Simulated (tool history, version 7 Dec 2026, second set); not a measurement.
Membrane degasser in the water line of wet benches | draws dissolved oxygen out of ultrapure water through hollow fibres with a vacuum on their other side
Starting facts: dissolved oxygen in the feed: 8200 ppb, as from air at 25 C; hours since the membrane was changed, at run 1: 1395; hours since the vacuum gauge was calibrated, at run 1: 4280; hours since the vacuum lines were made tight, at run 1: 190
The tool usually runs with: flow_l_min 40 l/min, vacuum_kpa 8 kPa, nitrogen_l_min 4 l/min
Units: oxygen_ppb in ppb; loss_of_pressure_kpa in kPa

| run | hour | flow_l_min | vacuum_kpa | nitrogen_l_min | hours since the membrane was changed | hours since the vacuum gauge was calibrated | hours since the vacuum lines were made tight | oxygen_ppb | loss_of_pressure_kpa |
|---|---|---|---|---|---|---|---|---|---|
| 1 | 0 | 40 | 8 | 4 | 1395 | 4280 | 190 | 115.4 | 51.6 |
|  | 225.8 | vacuum gauge calibrated |
| 2 | 227.5 | 40 | 8 | 4 | 1622 | 2 | 417 | 114.2 | 51.48 |
| 3 | 438.7 | 40 | 8 | 4 | 1833 | 213 | 629 | 114.7 | 51.59 |
| 4 | 572.9 | 40 | 8 | 4 | 1967 | 347 | 763 | 113.7 | 51.14 |
| 5 | 722 | 40 | 8 | 4 | 2116 | 496 | 912 | 113.1 | 51.58 |
| 6 | 1029.6 | 40 | 8 | 4 | 2424 | 804 | 1220 | 114.1 | 51.97 |
| 7 | 1283.8 | 40 | 8 | 4 | 2678 | 1058 | 1474 | 113.9 | 51.78 |
| 8 | 1411.9 | 40 | 8 | 4 | 2806 | 1186 | 1602 | 112.4 | 51.79 |
| 9 | 1643.2 | 40 | 8 | 4 | 3037 | 1417 | 1833 | 113 | 51.67 |
| 10 | 1919.2 | 40 | 8 | 4 | 3313 | 1693 | 2109 | 113.7 | 52 |
| 11 | 2059.8 | 40 | 8 | 4 | 3454 | 1834 | 2250 | 113.9 | 51.75 |
| 12 | 2285 | 40 | 8 | 4 | 3679 | 2059 | 2475 | 112.7 | 51.93 |
| 13 | 2498.4 | 40 | 8 | 4 | 3893 | 2273 | 2688 | 114.4 | 51.95 |
| 14 | 2752.7 | 25 | 8 | 4 | 4147 | 2527 | 2943 | 72.5 | 32.6 |
| 15 | 2941.8 | 40 | 16.78 | 4 | 4336 | 2716 | 3132 | 310.6 | 51.97 |
| 16 | 3192.4 | 40 | 16.78 | 4 | 4587 | 2967 | 3382 | 308.8 | 52.23 |
| 17 | 3426.3 | 40 | 16.78 | 4 | 4821 | 3201 | 3616 | 311.3 | 51.83 |
| 18 | 3696.1 | 50 | 8 | 4 | 5090 | 3470 | 3886 | 141.4 | 64.8 |
| 19 | 3926.8 | 61 | 8 | 4 | 5321 | 3701 | 4117 | 173.6 | 79.45 |
| 20 | 4153.8 | 31 | 8 | 6.99 | 5548 | 3928 | 4344 | 52.2 | 40.36 |
| 21 | 4418 | 40 | 11.55 | 4 | 5812 | 4192 | 4608 | 190.8 | 51.83 |
| 22 | 4566.7 | 34 | 7.87 | 8.66 | 5961 | 4341 | 4757 | 46.5 | 44.38 |
|  | 4721 | vacuum gauge calibrated |
| 23 | 4853.7 | 34 | 7.87 | 8.66 | 6247 | 133 | 5043 | 46.6 | 44.32 |
| 24 | 5105.2 | 34 | 7.87 | 8.66 | 6499 | 384 | 5295 | 45.4 | 44.4 |
| 25 | 5368.1 | 54 | 7.87 | 7.03 | 6762 | 647 | 5558 | 90.9 | 70.86 |
| 26 | 5667.5 | 56 | 9.83 | 4 | 7061 | 947 | 5857 | 211.7 | 73.19 |
| 27 | 5959.4 | 38 | 6.84 | 11.46 | 7353 | 1238 | 6149 | 31.1 | 50.04 |
| 28 | 6150.5 | 62 | 10.96 | 4 | 7544 | 1430 | 6340 | 278 | 81.44 |
| 29 | 6425.8 | 47 | 6.91 | 4.61 | 7820 | 1705 | 6615 | 91 | 61.83 |
| 30 | 6650.4 | 47 | 6.91 | 4.61 | 8044 | 1929 | 6840 | 91.5 | 61.92 |
| 31 | 6878.2 | 40 | 6.4 | 9.05 | 8272 | 2157 | 7068 | 36.4 | 52.68 |
| 32 | 7055.9 | 25 | 7.62 | 4 | 8450 | 2335 | 7245 | 67.1 | 32.98 |

Some steps in loss_of_pressure_kpa, run to run, broken into two amounts with sign: the step expected even without the hidden condition (settings, incoming material, random variation), and the rest, left for the hidden condition together with whatever gauge scatter is not in both the measured and the hidden-condition-free result:
The tool's hidden condition here consists of: membrane still open, %; true pressure behind the membrane over the reading, kPa; air that leaks in behind the membrane, l/min; drift of the gauge itself on oxygen_ppb, %; drift of the gauge itself on loss_of_pressure_kpa, %.
Run 19 -> 20: flow_l_min 61 -> 31, nitrogen_l_min 4 -> 6.99. loss_of_pressure_kpa -39.09 kPa: hidden state -0.45, all else -38.64.
Run 24 -> 25: flow_l_min 34 -> 54, nitrogen_l_min 8.66 -> 7.03. loss_of_pressure_kpa +26.46 kPa: hidden state +0.46, all else +26.
Run 27 -> 28: flow_l_min 38 -> 62, vacuum_kpa 6.84 -> 10.96, nitrogen_l_min 11.46 -> 4. loss_of_pressure_kpa +31.4 kPa: hidden state +0.62, all else +30.78.

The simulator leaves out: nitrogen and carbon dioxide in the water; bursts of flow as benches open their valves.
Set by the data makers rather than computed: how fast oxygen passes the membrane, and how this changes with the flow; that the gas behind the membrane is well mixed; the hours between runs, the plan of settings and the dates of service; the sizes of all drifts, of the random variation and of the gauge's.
